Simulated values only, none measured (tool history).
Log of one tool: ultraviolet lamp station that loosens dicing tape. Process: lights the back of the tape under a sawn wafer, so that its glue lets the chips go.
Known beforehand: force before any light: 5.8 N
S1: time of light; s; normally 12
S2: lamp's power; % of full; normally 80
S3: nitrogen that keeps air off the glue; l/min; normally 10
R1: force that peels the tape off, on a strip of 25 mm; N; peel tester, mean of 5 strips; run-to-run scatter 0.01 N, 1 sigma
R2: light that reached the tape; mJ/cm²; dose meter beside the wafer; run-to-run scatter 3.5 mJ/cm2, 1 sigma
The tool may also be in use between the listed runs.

run	hour	S1	S2	S3	R1	R2
1	0	12	80	10	0.567	501
2	30.1	12	80	10	0.599	498
3	57.2	12	80	10	0.612	490
4	79.1	12	80	10	0.621	481
# hour 99.8: window cleaned of glue's vapour
5	101.8	12	80	10	0.477	544
6	125.6	12	80	10	0.484	544
7	151.4	12	80	10	0.482	545
8	183.7	12	80	10	0.525	537
9	211.2	19	87	10	0.206	908
10	234.3	11	80	4	1.231	477
11	260.3	22	95	16	0.163	1123
12	274.6	22	95	16	0.181	1120
13	291.5	22	98	7	0.193	1140
14	306.6	12	72	10	0.704	452
15	330.9	8	69	10	1.412	287
16	361.3	12	80	10	0.606	499

Below are 4 alternative next runs, each starting from the tool's condition after run 16. Predict each:
A	393.7	15	61	10	?	?
B	393.7	15	80	10	?	?
C	393.7	18	60	4	?	?
D	393.7	9	80	10	?	?

run	R1	R2
A	0.649	465
B	0.411	615
C	0.993	544
D	1.001	363
What these runs would have given with no unlogged condition in the tool:
run	R1	R2
A	0.472	550
B	0.304	728
C	0.747	644
D	0.754	430

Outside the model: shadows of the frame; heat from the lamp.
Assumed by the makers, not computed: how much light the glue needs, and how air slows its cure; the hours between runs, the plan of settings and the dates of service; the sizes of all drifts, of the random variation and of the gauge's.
